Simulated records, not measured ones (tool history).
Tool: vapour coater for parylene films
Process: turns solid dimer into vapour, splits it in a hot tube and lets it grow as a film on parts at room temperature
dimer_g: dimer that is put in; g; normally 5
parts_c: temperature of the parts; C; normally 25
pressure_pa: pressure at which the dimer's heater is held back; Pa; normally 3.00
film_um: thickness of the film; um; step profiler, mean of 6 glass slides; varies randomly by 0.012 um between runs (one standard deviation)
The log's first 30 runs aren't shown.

run	hour	dimer_g	parts_c	pressure_pa	hours of work since the trap's valve was overhauled	hours of work since the table's thermometer was calibrated	film_um
31	1238.0	5	25	3.56	118	106	1.76
32	1284.0	5	24	3.56	149	137	1.75
33	1327.2	5	29	3.00	179	167	1.62
34	1362.1	5	29	3.00	202	190	1.60
# hour 1425.2: trap's valve overhauled
35	1426.7	5	35	2.14	1	231	1.62
36	1463.9	4	35	2.55	26	256	1.24
37	1491.1	4	35	2.55	45	275	1.23
38	1534.5	6	26	3.00	74	304	2.16
39	1593.5	6	26	3.00	114	344	2.15
40	1634.9	3	24	10.07	142	372	0.84
41	1663.2	3	24	10.07	161	391	0.85
42	1690.8	5	35	3.00	180	410	1.44
43	1724.3	5	23	3.70	203	433	1.78
44	1763.9	5	24	5.63	229	460	1.59
# hour 1789.1: trap's valve overhauled
45	1830.5	4	21	2.60	28	502	1.72
46	1868.2	4	18	2.60	54	527	1.75
47	1906.5	7	19	3.11	79	553	2.96

Branching from run 47: 4 alternative next runs. What would each branch give?
A	1965.5	3	17	3.11	119	593	?
B	1965.5	3	19	3.00	119	593	?
C	1965.5	2	19	3.11	119	593	?
D	1965.5	8	19	3.19	119	593	?

run	film_um
A	1.29
B	1.28
C	0.84
D	3.33
Had the tool no hidden state, the same runs would have come out as:
run	film_um
A	1.35
B	1.32
C	0.86
D	3.41

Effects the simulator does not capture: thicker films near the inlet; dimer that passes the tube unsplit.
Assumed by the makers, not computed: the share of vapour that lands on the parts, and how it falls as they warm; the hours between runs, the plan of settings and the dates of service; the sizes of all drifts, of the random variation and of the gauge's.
